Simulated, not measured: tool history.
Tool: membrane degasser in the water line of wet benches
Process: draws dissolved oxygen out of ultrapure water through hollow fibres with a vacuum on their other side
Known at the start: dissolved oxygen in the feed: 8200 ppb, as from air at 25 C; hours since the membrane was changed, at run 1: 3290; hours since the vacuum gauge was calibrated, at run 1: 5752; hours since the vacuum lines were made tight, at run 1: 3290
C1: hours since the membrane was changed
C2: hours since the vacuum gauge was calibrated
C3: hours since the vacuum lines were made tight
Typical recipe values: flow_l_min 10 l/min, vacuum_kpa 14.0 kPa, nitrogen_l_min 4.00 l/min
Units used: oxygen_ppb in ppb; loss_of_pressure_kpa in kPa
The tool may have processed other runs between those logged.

run 1 day=0.000 | flow_l_min=10 vacuum_kpa=14.0 nitrogen_l_min=4.00 | C1=3290 C2=5752 C3=3290 | oxygen_ppb=68.6 loss_of_pressure_kpa=60.48
run 2 day=3.129 | flow_l_min=8 vacuum_kpa=14.0 nitrogen_l_min=4.00 | C1=3366 C2=5827 C3=3366 | oxygen_ppb=53.5 loss_of_pressure_kpa=48.58
-- day=8.988 vacuum gauge calibrated
run 3 day=8.988 | flow_l_min=10 vacuum_kpa=14.0 nitrogen_l_min=4.00 | C1=3506 C2=0 C3=3506 | oxygen_ppb=68.2 loss_of_pressure_kpa=60.80
run 4 day=12.833 | flow_l_min=10 vacuum_kpa=14.0 nitrogen_l_min=4.00 | C1=3598 C2=92 C3=3598 | oxygen_ppb=68.0 loss_of_pressure_kpa=60.63
run 5 day=17.362 | flow_l_min=10 vacuum_kpa=14.0 nitrogen_l_min=4.00 | C1=3707 C2=201 C3=3707 | oxygen_ppb=68.6 loss_of_pressure_kpa=60.81
run 6 day=22.767 | flow_l_min=10 vacuum_kpa=14.0 nitrogen_l_min=4.00 | C1=3836 C2=331 C3=3836 | oxygen_ppb=68.1 loss_of_pressure_kpa=61.11
run 7 day=26.788 | flow_l_min=10 vacuum_kpa=14.0 nitrogen_l_min=4.00 | C1=3933 C2=427 C3=3933 | oxygen_ppb=68.1 loss_of_pressure_kpa=60.78
run 8 day=29.529 | flow_l_min=10 vacuum_kpa=14.0 nitrogen_l_min=4.00 | C1=3999 C2=493 C3=3999 | oxygen_ppb=67.4 loss_of_pressure_kpa=61.04
run 9 day=35.112 | flow_l_min=6 vacuum_kpa=22.9 nitrogen_l_min=1.86 | C1=4133 C2=627 C3=4133 | oxygen_ppb=153.4 loss_of_pressure_kpa=36.37
-- day=38.067 seals of the vacuum lines changed
run 10 day=41.454 | flow_l_min=15 vacuum_kpa=18.8 nitrogen_l_min=5.35 | C1=4283 C2=777 C3=81 | oxygen_ppb=124.2 loss_of_pressure_kpa=92.09

Measured minus without-hidden-state, run by run (identical run-to-run variation in each term; gauge scatter may differ):
The tool's hidden condition here consists of: membrane still open, %; true pressure behind the membrane over the reading, kPa; air that leaks in behind the membrane, l/min; drift of the gauge itself on oxygen_ppb, %; drift of the gauge itself on loss_of_pressure_kpa, %.
run=1 loss_of_pressure_kpa=+0.05
run=2 loss_of_pressure_kpa=+0.10
run=3 loss_of_pressure_kpa=+0.23
run=4 loss_of_pressure_kpa=+0.31
run=5 loss_of_pressure_kpa=+0.41
run=6 loss_of_pressure_kpa=+0.51
run=7 loss_of_pressure_kpa=+0.60
run=8 loss_of_pressure_kpa=+0.65
run=9 loss_of_pressure_kpa=+0.45
run=10 loss_of_pressure_kpa=+1.34
oxygen_ppb: within 0.2 ppb of the measured result in every run.
